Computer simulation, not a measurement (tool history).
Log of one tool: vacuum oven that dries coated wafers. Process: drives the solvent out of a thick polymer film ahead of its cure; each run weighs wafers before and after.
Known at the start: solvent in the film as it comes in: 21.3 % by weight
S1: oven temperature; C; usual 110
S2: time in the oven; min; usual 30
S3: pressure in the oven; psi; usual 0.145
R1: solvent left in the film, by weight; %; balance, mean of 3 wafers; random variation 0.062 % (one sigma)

Run 1, hour 0: usual settings. Result: R1 4.22 %.
Run 2, hour 17.8: usual settings. Result: R1 4.27 %.
Run 3, hour 40.7: usual settings. Result: R1 4.16 %.
Run 4, hour 62.9: usual settings. Result: R1 4.11 %.
Run 5, hour 86: usual settings. Result: R1 4.2 %.
Run 6, hour 108.4: usual settings. Result: R1 4.19 %.
Run 7, hour 134.8: usual settings. Result: R1 4.21 %.
Run 8, hour 153.5: usual settings. Result: R1 4.13 %.
Run 9, hour 177.7: usual settings but S3 0.133 psi. Result: R1 4.15 %.
Run 10, hour 194.1: usual settings but S1 99 C, S3 0.133 psi. Result: R1 8.38 %.
Run 11, hour 217.6: usual settings but S1 99 C, S3 0.133 psi. Result: R1 8.37 %.
Run 12, hour 244.2: usual settings but S1 99 C, S3 0.133 psi. Result: R1 8.26 %.
Run 13, hour 258.9: usual settings but S1 99 C, S3 0.133 psi. Result: R1 8.22 %.
Run 14, hour 273.9: usual settings but S2 42 min. Result: R1 2.65 %.
Run 15, hour 285.4: usual settings but S2 42 min. Result: R1 2.63 %.
Run 16, hour 299.1: usual settings but S2 44 min. Result: R1 2.39 %.
Run 17, hour 323: usual settings but S2 44 min. Result: R1 2.45 %.
Run 18, hour 343.4: usual settings but S2 44 min. Result: R1 2.41 %.
Run 19, hour 362.9: usual settings but S2 44 min. Result: R1 2.42 %.
Run 20, hour 386.1: usual settings but S1 111 C, S2 44 min. Result: R1 2.26 %.
Run 21, hour 405.4: usual settings but S1 111 C, S2 44 min. Result: R1 2.34 %.
Run 22, hour 423.5: usual settings but S1 111 C, S2 44 min. Result: R1 2.2 %.
Run 23, hour 435.6: usual settings but S2 27 min, S3 0.074 psi. Result: R1 4.64 %.
Run 24, hour 451.4: usual settings but S1 124 C, S2 27 min, S3 0.074 psi. Result: R1 1.11 %.
Run 25, hour 470.7: usual settings but S1 108 C, S2 39 min, S3 0.286 psi. Result: R1 4.09 %.
Run 26, hour 488.7: usual settings but S1 108 C, S2 39 min, S3 0.125 psi. Result: R1 3.65 %.
Run 27, hour 515.1: usual settings but S1 108 C, S2 39 min, S3 0.125 psi. Result: R1 3.53 %.
Run 28, hour 527.6: usual settings but S1 108 C, S2 34 min, S3 0.174 psi. Result: R1 4.52 %.
Run 29, hour 543.2: usual settings but S1 108 C, S2 34 min, S3 0.174 psi. Result: R1 4.46 %.
Run 30, hour 564.2: usual settings but S1 108 C, S2 34 min, S3 0.174 psi. Result: R1 4.47 %.
Run 31, hour 588.8: usual settings but S1 122 C, S2 27 min, S3 0.109 psi. Result: R1 1.52 %.
Run 32, hour 616.6: usual settings but S1 106 C, S2 27 min, S3 0.245 psi. Result: R1 6.14 %.
Run 33, hour 634.3: usual settings but S1 100 C, S2 24 min. Result: R1 8.86 %.
Run 34, hour 658.4: usual settings but S1 107 C, S2 29 min, S3 0.084 psi. Result: R1 4.79 %.
Run 35, hour 679.9: usual settings but S1 112 C, S2 25 min, S3 0.212 psi. Result: R1 4.47 %.
Run 36, hour 704.7: usual settings but S1 112 C, S2 25 min, S3 0.212 psi. Result: R1 4.44 %.
Run 37, hour 731: usual settings but S1 106 C, S2 50 min, S3 0.074 psi. Result: R1 2.39 %.
Run 38, hour 749.5: usual settings but S1 106 C, S2 18 min, S3 0.074 psi. Result: R1 8.26 %.
Run 39, hour 762.8: usual settings but S1 109 C, S2 22 min, S3 0.46 psi. Result: R1 7.04 %.
Run 40, hour 776.6: usual settings but S2 33 min, S3 0.218 psi. Result: R1 3.66 %.
Run 41, hour 789.5: usual settings but S2 15 min, S3 0.218 psi. Result: R1 8.31 %.
Run 42, hour 802.1: usual settings but S2 15 min, S3 0.218 psi. Result: R1 8.07 %.
Run 43, hour 818.5: usual settings but S2 15 min, S3 0.218 psi. Result: R1 8.34 %.
Run 44, hour 838.1: usual settings but S2 44 min, S3 0.151 psi. Result: R1 2.29 %.

Not shown: 1 entry that the log had between the listed runs. Between which runs, and how does the tool's hidden state differ before and after?
Between runs 31 and 32: oven's thermocouples calibrated (hour 597.5)
  true wafer temperature over the reading, C: -1.36 -> 0.01; true pressure over the reading, kPa: 0.302 -> 0.307
  measured less the result without the state, R1: +0.33 -> +0.15 %

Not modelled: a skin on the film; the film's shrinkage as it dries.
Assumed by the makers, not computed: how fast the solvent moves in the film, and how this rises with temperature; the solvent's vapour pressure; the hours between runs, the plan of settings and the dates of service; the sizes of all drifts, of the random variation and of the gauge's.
